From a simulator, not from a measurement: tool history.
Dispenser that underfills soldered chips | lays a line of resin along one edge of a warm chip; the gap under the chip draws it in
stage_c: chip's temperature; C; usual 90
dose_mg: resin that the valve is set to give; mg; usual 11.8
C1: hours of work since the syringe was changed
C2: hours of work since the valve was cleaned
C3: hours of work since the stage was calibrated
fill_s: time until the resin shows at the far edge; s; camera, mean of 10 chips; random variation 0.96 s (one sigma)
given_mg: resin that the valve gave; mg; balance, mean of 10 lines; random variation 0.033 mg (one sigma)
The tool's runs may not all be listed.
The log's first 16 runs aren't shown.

At day 4.504: new syringe of resin.
Run 17, day 4.575: usual settings but stage_c 95 C; C1 1; C2 16; C3 238. Result: fill_s 73.1 s, given_mg 11.70 mg.
Run 18, day 4.750: usual settings but stage_c 82 C, dose_mg 12.3 mg; C1 4; C2 18; C3 241. Result: fill_s 152.2 s, given_mg 12.20 mg.
Run 19, day 5.025: usual settings but stage_c 82 C, dose_mg 12.3 mg; C1 8; C2 22; C3 245. Result: fill_s 193.2 s, given_mg 12.25 mg.
At day 5.254: new syringe of resin.
Run 20, day 5.262: usual settings but stage_c 82 C, dose_mg 12.3 mg; C1 0; C2 26; C3 248. Result: fill_s 127.2 s, given_mg 12.21 mg.
Run 21, day 5.433: usual settings but stage_c 82 C, dose_mg 12.3 mg; C1 3; C2 28; C3 250. Result: fill_s 144.5 s, given_mg 12.17 mg.
Run 22, day 5.654: usual settings but stage_c 82 C, dose_mg 12.3 mg; C1 6; C2 31; C3 254. Result: fill_s 174.2 s, given_mg 12.11 mg.
Run 23, day 5.962: usual settings but stage_c 91 C, dose_mg 12.3 mg; C1 10; C2 36; C3 258. Result: fill_s 148.3 s, given_mg 12.08 mg.
At day 6.004: new syringe of resin.
Run 24, day 6.317: usual settings but stage_c 75 C, dose_mg 10.9 mg; C1 5; C2 41; C3 263. Result: fill_s 234.6 s, given_mg 10.71 mg.
Run 25, day 6.533: usual settings but stage_c 75 C, dose_mg 10.9 mg; C1 8; C2 44; C3 266. Result: fill_s 282.3 s, given_mg 10.72 mg.
At day 6.754: new syringe of resin.
Run 26, day 6.921: usual settings but stage_c 75 C, dose_mg 10.9 mg; C1 2; C2 50; C3 272. Result: fill_s 208.0 s, given_mg 10.72 mg.
Run 27, day 7.162: usual settings but stage_c 101 C, dose_mg 10.9 mg; C1 6; C2 53; C3 275. Result: fill_s 75.0 s, given_mg 10.64 mg.
Run 28, day 7.321: usual settings but stage_c 101 C, dose_mg 10.1 mg; C1 8; C2 55; C3 278. Result: fill_s 88.0 s, given_mg 9.94 mg.
At day 7.508: new syringe of resin.
Run 29, day 7.525: usual settings but stage_c 91 C, dose_mg 11.4 mg; C1 0; C2 58; C3 280. Result: fill_s 81.2 s, given_mg 11.16 mg.
Run 30, day 7.758: usual settings but stage_c 77 C, dose_mg 11.4 mg; C1 4; C2 62; C3 284. Result: fill_s 194.0 s, given_mg 11.08 mg.
Run 31, day 8.012: usual settings but stage_c 78 C, dose_mg 14.0 mg; C1 7; C2 65; C3 288. Result: fill_s 218.3 s, given_mg 13.66 mg.
At day 8.250: new syringe of resin.
Run 32, day 8.367: usual settings but stage_c 78 C, dose_mg 14.0 mg; C1 2; C2 70; C3 293. Result: fill_s 162.5 s, given_mg 13.55 mg.
Run 33, day 8.725: usual settings but dose_mg 11.7 mg; C1 7; C2 75; C3 298. Result: fill_s 125.1 s, given_mg 11.32 mg.
At day 9.004: new syringe of resin.
Run 34, day 9.075: usual settings but dose_mg 11.7 mg; C1 1; C2 80; C3 303. Result: fill_s 88.8 s, given_mg 11.29 mg.

5 ways to go on from here, each from the tool as it stands after run 34. What would each give?
Run A, day 9.383: usual settings but stage_c 82 C, dose_mg 11.3 mg; C1 6; C2 85; C3 307. Result: fill_s ?, given_mg ?.
Run B, day 9.383: usual settings but stage_c 88 C, dose_mg 11.7 mg; C1 6; C2 85; C3 307. Result: fill_s ?, given_mg ?.
Run C, day 9.383: usual settings but dose_mg 13.5 mg; C1 6; C2 85; C3 307. Result: fill_s ?, given_mg ?.
Run D, day 9.383: usual settings but dose_mg 10.3 mg; C1 6; C2 85; C3 307. Result: fill_s ?, given_mg ?.
Run E, day 9.383: usual settings but dose_mg 12.2 mg; C1 6; C2 85; C3 307. Result: fill_s ?, given_mg ?.

run  fill_s  given_mg
  A   171.4     10.92
  B   126.1     11.29
  C   113.9     13.15
  D   118.6      9.94
  E   116.0     11.76
Without the tool's hidden state the same runs would have given:
run  fill_s  given_mg
  A   135.5     11.29
  B    99.3     11.68
  C    90.1     13.60
  D    93.1     10.28
  E    91.5     12.17
